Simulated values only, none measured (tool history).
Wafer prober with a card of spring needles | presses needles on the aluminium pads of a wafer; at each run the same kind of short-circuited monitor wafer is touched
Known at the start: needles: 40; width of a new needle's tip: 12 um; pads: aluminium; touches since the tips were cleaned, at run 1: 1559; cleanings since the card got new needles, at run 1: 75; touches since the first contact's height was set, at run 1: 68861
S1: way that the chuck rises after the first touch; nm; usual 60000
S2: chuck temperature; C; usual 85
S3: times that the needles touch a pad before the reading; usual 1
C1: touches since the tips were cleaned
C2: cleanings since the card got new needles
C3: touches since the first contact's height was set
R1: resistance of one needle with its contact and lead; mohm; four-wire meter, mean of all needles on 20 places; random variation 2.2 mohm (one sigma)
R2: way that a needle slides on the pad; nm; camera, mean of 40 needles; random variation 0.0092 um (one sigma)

run 1 hour=0 | S1=60000 S2=85 S3=1 | C1=1559 C2=75 C3=68861 | R1=255 R2=8094
-- hour=19.2 tips cleaned on abrasive film
-- hour=40 tips cleaned on abrasive film
run 2 hour=40 | S1=60000 S2=85 S3=2 | C1=0 C2=77 C3=85338 | R1=250 R2=8097
-- hour=62.4 tips cleaned on abrasive film
-- hour=84.5 tips cleaned on abrasive film
run 3 hour=89.7 | S1=60000 S2=85 S3=2 | C1=2132 C2=79 C3=105866 | R1=254 R2=8081
-- hour=107.8 tips cleaned on abrasive film
-- hour=130 tips cleaned on abrasive film
run 4 hour=130 | S1=60000 S2=85 S3=2 | C1=0 C2=81 C3=122482 | R1=243 R2=8068
-- hour=153.1 tips cleaned on abrasive film
run 5 hour=171.2 | S1=60000 S2=98 S3=2 | C1=7501 C2=82 C3=139531 | R1=275 R2=8055
-- hour=174.9 tips cleaned on abrasive film
-- hour=187.4 height of the first contact set anew
-- hour=196.4 tips cleaned on abrasive film
-- hour=218.3 tips cleaned on abrasive film
-- hour=241.6 tips cleaned on abrasive film
run 6 hour=245.3 | S1=60000 S2=98 S3=2 | C1=1535 C2=86 C3=23899 | R1=257 R2=7983
-- hour=263.8 tips cleaned on abrasive film
-- hour=287.2 tips cleaned on abrasive film
-- hour=306.4 tips cleaned on abrasive film
run 7 hour=320.6 | S1=60000 S2=98 S3=2 | C1=5871 C2=89 C3=54954 | R1=271 R2=7968
-- hour=330.1 tips cleaned on abrasive film
-- hour=353.2 tips cleaned on abrasive film
-- hour=376.9 tips cleaned on abrasive film
run 8 hour=389.4 | S1=60000 S2=98 S3=2 | C1=5164 C2=92 C3=83349 | R1=270 R2=7965
-- hour=397.7 tips cleaned on abrasive film
-- hour=420.4 tips cleaned on abrasive film
-- hour=443.8 tips cleaned on abrasive film
-- hour=465.5 tips cleaned on abrasive film
run 9 hour=470.6 | S1=60000 S2=98 S3=2 | C1=2104 C2=96 C3=116841 | R1=263 R2=7926
-- hour=489.1 tips cleaned on abrasive film
-- hour=511 tips cleaned on abrasive film
-- hour=530.2 tips cleaned on abrasive film
-- hour=544.8 height of the first contact set anew
-- hour=554.5 tips cleaned on abrasive film
run 10 hour=556.8 | S1=60000 S2=98 S3=2 | C1=945 C2=100 C3=4903 | R1=258 R2=8164
-- hour=575 tips cleaned on abrasive film
-- hour=594.2 tips cleaned on abrasive film
run 11 hour=610 | S1=60000 S2=98 S3=2 | C1=6539 C2=102 C3=26889 | R1=265 R2=8136
-- hour=614.9 tips cleaned on abrasive film
-- hour=634.1 tips cleaned on abrasive film
-- hour=655.4 height of the first contact set anew, once more
-- hour=655.5 tips cleaned on abrasive film
run 12 hour=655.5 | S1=60000 S2=98 S3=2 | C1=0 C2=105 C3=0 | R1=251 R2=8148
-- hour=674.7 tips cleaned on abrasive film
-- hour=697.6 tips cleaned on abrasive film
run 13 hour=707.7 | S1=60000 S2=33 S3=1 | C1=4219 C2=107 C3=21548 | R1=257 R2=8138
-- hour=721.2 tips cleaned on abrasive film
-- hour=744.6 tips cleaned on abrasive film
run 14 hour=753 | S1=60000 S2=33 S3=1 | C1=3511 C2=109 C3=40243 | R1=262 R2=8124
-- hour=767.4 tips cleaned on abrasive film
-- hour=791.1 tips cleaned on abrasive film
-- hour=814.1 tips cleaned on abrasive film
run 15 hour=831.3 | S1=43000 S2=36 S3=2 | C1=7114 C2=112 C3=72547 | R1=291 R2=5804
-- hour=836.2 tips cleaned on abrasive film
-- hour=858.5 tips cleaned on abrasive film
-- hour=877.7 tips cleaned on abrasive film
-- hour=896.9 tips cleaned on abrasive film
run 16 hour=913.8 | S1=43000 S2=36 S3=2 | C1=6989 C2=116 C3=106583 | R1=293 R2=5776
-- hour=918.7 tips cleaned on abrasive film
-- hour=937.9 tips cleaned on abrasive film
-- hour=960.2 tips cleaned on abrasive film
run 17 hour=960.2 | S1=55000 S2=29 S3=1 | C1=0 C2=119 C3=125700 | R1=232 R2=7403
-- hour=979.4 tips cleaned on abrasive film
-- hour=1003 tips cleaned on abrasive film
-- hour=1012.7 height of the first contact set anew
-- hour=1027.1 tips cleaned on abrasive film
run 18 hour=1043.9 | S1=69000 S2=85 S3=1 | C1=6957 C2=122 C3=12895 | R1=276 R2=9380
-- hour=1048.8 tips cleaned on abrasive film
-- hour=1072.4 tips cleaned on abrasive film
-- hour=1091.6 tips cleaned on abrasive film
run 19 hour=1106 | S1=60000 S2=77 S3=1 | C1=5985 C2=125 C3=38517 | R1=276 R2=8150
-- hour=1111 tips cleaned on abrasive film
-- hour=1134.5 tips cleaned on abrasive film
-- hour=1157.4 tips cleaned on abrasive film
run 20 hour=1162.8 | S1=64000 S2=74 S3=1 | C1=2220 C2=128 C3=61922 | R1=260 R2=8668

How the hidden state differs across the entries between the runs, from the last listed run before each to the first after it:
Between runs 1 and 2: tips cleaned on abrasive film (hour 19.2); tips cleaned on abrasive film (hour 40)
  debris on the tips, nm: 23.4 -> 6.4; way that the needles fall short of the set height, um: 0.37 -> 0.48; tips' diameter, um: 13.27 -> 13.31
  measured less the result without the state, R1: +19 -> +6 mohm; R2: -50 -> -66 nm
Between runs 2 and 3: tips cleaned on abrasive film (hour 62.4); tips cleaned on abrasive film (hour 84.5)
  debris on the tips, nm: 6.4 -> 24.7; way that the needles fall short of the set height, um: 0.48 -> 0.59; tips' diameter, um: 13.31 -> 13.35
  measured less the result without the state, R1: +6 -> +14 mohm; R2: -66 -> -81 nm
Between runs 3 and 4: tips cleaned on abrasive film (hour 107.8); tips cleaned on abrasive film (hour 130)
  debris on the tips, nm: 24.7 -> 6.8; way that the needles fall short of the set height, um: 0.59 -> 0.69; tips' diameter, um: 13.35 -> 13.38
  measured less the result without the state, R1: +14 -> +6 mohm; R2: -81 -> -93 nm
Between runs 4 and 5: tips cleaned on abrasive film (hour 153.1)
  debris on the tips, nm: 6.8 -> 57; way that the needles fall short of the set height, um: 0.69 -> 0.73; tips' diameter, um: 13.38 -> 13.4
  measured less the result without the state, R1: +6 -> +28 mohm; R2: -93 -> -99 nm
Between runs 5 and 6: tips cleaned on abrasive film (hour 174.9); height of the first contact set anew (hour 187.4); tips cleaned on abrasive film (hour 196.4); tips cleaned on abrasive film (hour 218.3); tips cleaned on abrasive film (hour 241.6)
  debris on the tips, nm: 57 -> 22.3; way that the needles fall short of the set height, um: 0.73 -> 1.27; tips' diameter, um: 13.4 -> 13.45
  measured less the result without the state, R1: +28 -> +14 mohm; R2: -99 -> -173 nm
Between runs 6 and 7: tips cleaned on abrasive film (hour 263.8); tips cleaned on abrasive film (hour 287.2); tips cleaned on abrasive film (hour 306.4)
  debris on the tips, nm: 22.3 -> 51.1; way that the needles fall short of the set height, um: 1.27 -> 1.4; tips' diameter, um: 13.45 -> 13.5
  measured less the result without the state, R1: +14 -> +27 mohm; R2: -173 -> -190 nm
Between runs 7 and 8: tips cleaned on abrasive film (hour 330.1); tips cleaned on abrasive film (hour 353.2); tips cleaned on abrasive film (hour 376.9)
  debris on the tips, nm: 51.1 -> 46.7; way that the needles fall short of the set height, um: 1.4 -> 1.52; tips' diameter, um: 13.5 -> 13.54
  measured less the result without the state, R1: +27 -> +26 mohm; R2: -190 -> -208 nm
Between runs 8 and 9: tips cleaned on abrasive film (hour 397.7); tips cleaned on abrasive film (hour 420.4); tips cleaned on abrasive film (hour 443.8); tips cleaned on abrasive film (hour 465.5)
  debris on the tips, nm: 46.7 -> 31.4; way that the needles fall short of the set height, um: 1.52 -> 1.71; tips' diameter, um: 13.54 -> 13.61
  measured less the result without the state, R1: +26 -> +19 mohm; R2: -208 -> -233 nm
Between runs 9 and 10: tips cleaned on abrasive film (hour 489.1); tips cleaned on abrasive film (hour 511); tips cleaned on abrasive film (hour 530.2); height of the first contact set anew (hour 544.8); tips cleaned on abrasive film (hour 554.5)
  debris on the tips, nm: 31.4 -> 17; way that the needles fall short of the set height, um: 1.71 -> 0.04; tips' diameter, um: 13.61 -> 13.67
  measured less the result without the state, R1: +19 -> +11 mohm; R2: -233 -> -6 nm
Between runs 10 and 11: tips cleaned on abrasive film (hour 575); tips cleaned on abrasive film (hour 594.2)
  debris on the tips, nm: 17 -> 53.1; way that the needles fall short of the set height, um: 0.04 -> 0.13; tips' diameter, um: 13.67 -> 13.7
  measured less the result without the state, R1: +11 -> +27 mohm; R2: -6 -> -18 nm
Between runs 11 and 12: tips cleaned on abrasive film (hour 614.9); tips cleaned on abrasive film (hour 634.1); height of the first contact set anew, once more (hour 655.4); tips cleaned on abrasive film (hour 655.5)
  debris on the tips, nm: 53.1 -> 5.6; way that the needles fall short of the set height, um: 0.13 -> 0.06; tips' diameter, um: 13.7 -> 13.76
  measured less the result without the state, R1: +27 -> +6 mohm; R2: -18 -> -8 nm
Between runs 12 and 13: tips cleaned on abrasive film (hour 674.7); tips cleaned on abrasive film (hour 697.6)
  debris on the tips, nm: 5.6 -> 42.1; way that the needles fall short of the set height, um: 0.06 -> 0.15; tips' diameter, um: 13.76 -> 13.79
  measured less the result without the state, R1: +6 -> +37 mohm; R2: -8 -> -20 nm
Between runs 13 and 14: tips cleaned on abrasive film (hour 721.2); tips cleaned on abrasive film (hour 744.6)
  debris on the tips, nm: 42.1 -> 38.7; way that the needles fall short of the set height, um: 0.15 -> 0.24; tips' diameter, um: 13.79 -> 13.82
  measured less the result without the state, R1: +37 -> +36 mohm; R2: -20 -> -32 nm
Between runs 14 and 15: tips cleaned on abrasive film (hour 767.4); tips cleaned on abrasive film (hour 791.1); tips cleaned on abrasive film (hour 814.1)
  debris on the tips, nm: 38.7 -> 53.5; way that the needles fall short of the set height, um: 0.24 -> 0.38; tips' diameter, um: 13.82 -> 13.87
  measured less the result without the state, R1: +36 -> +55 mohm; R2: -32 -> -52 nm
Between runs 15 and 16: tips cleaned on abrasive film (hour 836.2); tips cleaned on abrasive film (hour 858.5); tips cleaned on abrasive film (hour 877.7); tips cleaned on abrasive film (hour 896.9)
  debris on the tips, nm: 53.5 -> 57.1; way that the needles fall short of the set height, um: 0.38 -> 0.57; tips' diameter, um: 13.87 -> 13.93
  measured less the result without the state, R1: +55 -> +59 mohm; R2: -52 -> -77 nm
Between runs 16 and 17: tips cleaned on abrasive film (hour 918.7); tips cleaned on abrasive film (hour 937.9); tips cleaned on abrasive film (hour 960.2)
  debris on the tips, nm: 57.1 -> 3.3; way that the needles fall short of the set height, um: 0.57 -> 0.71; tips' diameter, um: 13.93 -> 13.98
  measured less the result without the state, R1: +59 -> +7 mohm; R2: -77 -> -96 nm
Between runs 17 and 18: tips cleaned on abrasive film (hour 979.4); tips cleaned on abrasive film (hour 1003); height of the first contact set anew (hour 1012.7); tips cleaned on abrasive film (hour 1027.1)
  debris on the tips, nm: 3.3 -> 57.9; way that the needles fall short of the set height, um: 0.71 -> 0.05; tips' diameter, um: 13.98 -> 14.03
  measured less the result without the state, R1: +7 -> +39 mohm; R2: -96 -> -7 nm
Between runs 18 and 19: tips cleaned on abrasive film (hour 1048.8); tips cleaned on abrasive film (hour 1072.4); tips cleaned on abrasive film (hour 1091.6)
  debris on the tips, nm: 57.9 -> 46.8; way that the needles fall short of the set height, um: 0.05 -> 0.17; tips' diameter, um: 14.03 -> 14.07
  measured less the result without the state, R1: +39 -> +42 mohm; R2: -7 -> -23 nm
Between runs 19 and 20: tips cleaned on abrasive film (hour 1111); tips cleaned on abrasive film (hour 1134.5); tips cleaned on abrasive film (hour 1157.4)
  debris on the tips, nm: 46.8 -> 30.7; way that the needles fall short of the set height, um: 0.17 -> 0.3; tips' diameter, um: 14.07 -> 14.12
  measured less the result without the state, R1: +42 -> +27 mohm; R2: -23 -> -40 nm
